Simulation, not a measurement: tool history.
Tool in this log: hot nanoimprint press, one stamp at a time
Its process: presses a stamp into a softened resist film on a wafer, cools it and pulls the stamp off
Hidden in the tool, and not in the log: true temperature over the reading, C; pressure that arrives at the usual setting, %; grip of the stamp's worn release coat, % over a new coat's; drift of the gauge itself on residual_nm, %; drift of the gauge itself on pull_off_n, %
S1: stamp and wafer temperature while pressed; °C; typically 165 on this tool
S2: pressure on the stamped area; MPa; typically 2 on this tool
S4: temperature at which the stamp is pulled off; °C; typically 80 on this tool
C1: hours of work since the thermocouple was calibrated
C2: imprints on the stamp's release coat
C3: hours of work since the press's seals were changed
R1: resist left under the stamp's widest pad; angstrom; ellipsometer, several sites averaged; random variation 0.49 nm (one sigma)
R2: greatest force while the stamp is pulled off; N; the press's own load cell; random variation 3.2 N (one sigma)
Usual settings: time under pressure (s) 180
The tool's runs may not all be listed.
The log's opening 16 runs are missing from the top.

run 17 hour=106.9 | S1=164 S2=1.57 time_under_pressure_(s)=180 S4=80 | C1=72 C2=572 C3=169 | R1=1813 R2=238
run 18 hour=114.9 | S1=164 S2=1.57 time_under_pressure_(s)=335 S4=80 | C1=76 C2=603 C3=173 | R1=1448 R2=242
run 19 hour=121 | S1=164 S2=1.57 time_under_pressure_(s)=335 S4=80 | C1=80 C2=627 C3=177 | R1=1442 R2=248
run 20 hour=128.4 | S1=173 S2=2.06 time_under_pressure_(s)=98 S4=80 | C1=84 C2=655 C3=181 | R1=1497 R2=242
run 21 hour=136.7 | S1=165 S2=2 time_under_pressure_(s)=180 S4=66 | C1=88 C2=687 C3=185 | R1=1593 R2=295
run 22 hour=140.8 | S1=165 S2=1.57 time_under_pressure_(s)=321 S4=66 | C1=90 C2=703 C3=187 | R1=1407 R2=297
run 23 hour=149.3 | S1=165 S2=1.57 time_under_pressure_(s)=321 S4=66 | C1=95 C2=736 C3=192 | R1=1409 R2=298
run 24 hour=154.9 | S1=161 S2=1.77 time_under_pressure_(s)=147 S4=80 | C1=98 C2=758 C3=195 | R1=2065 R2=247
run 25 hour=162.6 | S1=165 S2=2 time_under_pressure_(s)=109 S4=80 | C1=102 C2=788 C3=199 | R1=1907 R2=253
run 26 hour=166.5 | S1=158 S2=1.79 time_under_pressure_(s)=109 S4=80 | C1=104 C2=803 C3=201 | R1=2441 R2=253
run 27 hour=172.1 | S1=158 S2=1.79 time_under_pressure_(s)=109 S4=80 | C1=107 C2=824 C3=204 | R1=2446 R2=250
run 28 hour=178.9 | S1=165 S2=2.12 time_under_pressure_(s)=180 S4=80 | C1=111 C2=851 C3=207 | R1=1551 R2=249
run 29 hour=183.5 | S1=165 S2=2.78 time_under_pressure_(s)=271 S4=80 | C1=113 C2=868 C3=210 | R1=1155 R2=249
run 30 hour=191.1 | S1=165 S2=2.78 time_under_pressure_(s)=271 S4=65 | C1=117 C2=898 C3=214 | R1=1158 R2=300
run 31 hour=198.6 | S1=165 S2=2.78 time_under_pressure_(s)=271 S4=65 | C1=121 C2=927 C3=218 | R1=1154 R2=311

Alternative continuations, all from the tool just after run 31; predict every row:
run A hour=204.1 | S1=165 S2=2.43 time_under_pressure_(s)=155 S4=65 | C1=124 C2=948 C3=221 | R1=? R2=?
run B hour=204.1 | S1=166 S2=2 time_under_pressure_(s)=98 S4=86 | C1=124 C2=948 C3=221 | R1=? R2=?
run C hour=204.1 | S1=170 S2=2.78 time_under_pressure_(s)=141 S4=87 | C1=124 C2=948 C3=221 | R1=? R2=?

run=A R1=1547 R2=321
run=B R1=1908 R2=234
run=C R1=1251 R2=227
Without the tool's unlogged condition, the same runs would have read:
run=A R1=1571 R2=274
run=B R1=1935 R2=200
run=C R1=1269 R2=194
